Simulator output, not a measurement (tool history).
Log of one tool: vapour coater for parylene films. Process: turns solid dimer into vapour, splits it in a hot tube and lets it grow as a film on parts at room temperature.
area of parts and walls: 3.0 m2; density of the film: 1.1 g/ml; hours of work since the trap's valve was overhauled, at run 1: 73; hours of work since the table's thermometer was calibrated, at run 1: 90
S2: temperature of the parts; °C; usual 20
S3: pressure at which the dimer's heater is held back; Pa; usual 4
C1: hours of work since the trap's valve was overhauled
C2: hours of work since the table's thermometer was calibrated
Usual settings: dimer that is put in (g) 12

Run 1, hour 0: usual settings; C1 73; C2 90. Result: thickness of the film (µm) 1.93.
Run 2, hour 11.5: usual settings; C1 79; C2 96. Result: thickness of the film (µm) 1.92.
Run 3, hour 25.1: usual settings; C1 86; C2 103. Result: thickness of the film (µm) 1.9.
Run 4, hour 34.2: usual settings; C1 91; C2 107. Result: thickness of the film (µm) 1.95.
Run 5, hour 47.9: usual settings; C1 98; C2 114. Result: thickness of the film (µm) 1.93.
At hour 50.7: table's thermometer calibrated.
Run 6, hour 59.4: usual settings; C1 103; C2 4. Result: thickness of the film (µm) 1.93.
Run 7, hour 77.5: usual settings but dimer that is put in (g) 8; C1 112; C2 14. Result: thickness of the film (µm) 1.27.
Run 8, hour 91: usual settings but dimer that is put in (g) 8; C1 119; C2 21. Result: thickness of the film (µm) 1.27.
Run 9, hour 100: usual settings but dimer that is put in (g) 16, S2 19 °C; C1 124; C2 25. Result: thickness of the film (µm) 2.69.
Run 10, hour 113: usual settings but dimer that is put in (g) 16, S2 19 °C; C1 130; C2 32. Result: thickness of the film (µm) 2.65.
Run 11, hour 129.8: usual settings but dimer that is put in (g) 16, S2 19 °C; C1 139; C2 40. Result: thickness of the film (µm) 2.68.
At hour 140: table's thermometer calibrated, once more.
Run 12, hour 141.6: usual settings but dimer that is put in (g) 7, S2 18 °C, S3 5.62 Pa; C1 144; C2 1. Result: thickness of the film (µm) 1.13.
Run 13, hour 153: usual settings but dimer that is put in (g) 7, S2 18 °C, S3 5.62 Pa; C1 150; C2 7. Result: thickness of the film (µm) 1.11.

5 ways to go on from here, each from the tool as it stands after run 13. What would each give?
Run A, hour 162.6: usual settings but dimer that is put in (g) 15, S2 14 °C, S3 3.01 Pa; C1 155; C2 12. Result: thickness of the film (µm) ?.
Run B, hour 162.6: usual settings but dimer that is put in (g) 7, S2 19 °C, S3 4.44 Pa; C1 155; C2 12. Result: thickness of the film (µm) ?.
Run C, hour 162.6: usual settings but dimer that is put in (g) 16, S2 23 °C, S3 4.14 Pa; C1 155; C2 12. Result: thickness of the film (µm) ?.
Run D, hour 162.6: usual settings but dimer that is put in (g) 18, S2 18 °C, S3 5.62 Pa; C1 155; C2 12. Result: thickness of the film (µm) ?.
Run E, hour 162.6: usual settings but dimer that is put in (g) 17, S2 17 °C, S3 5.06 Pa; C1 155; C2 12. Result: thickness of the film (µm) ?.

run  thickness of the film (µm)
  A                        3.33
  B                        1.13
  C                        2.17
  D                        2.92
  E                        2.95
Without the tool's hidden state the same runs would have given:
run  thickness of the film (µm)
  A                        3.44
  B                        1.16
  C                        2.24
  D                        3.01
  E                        3.04
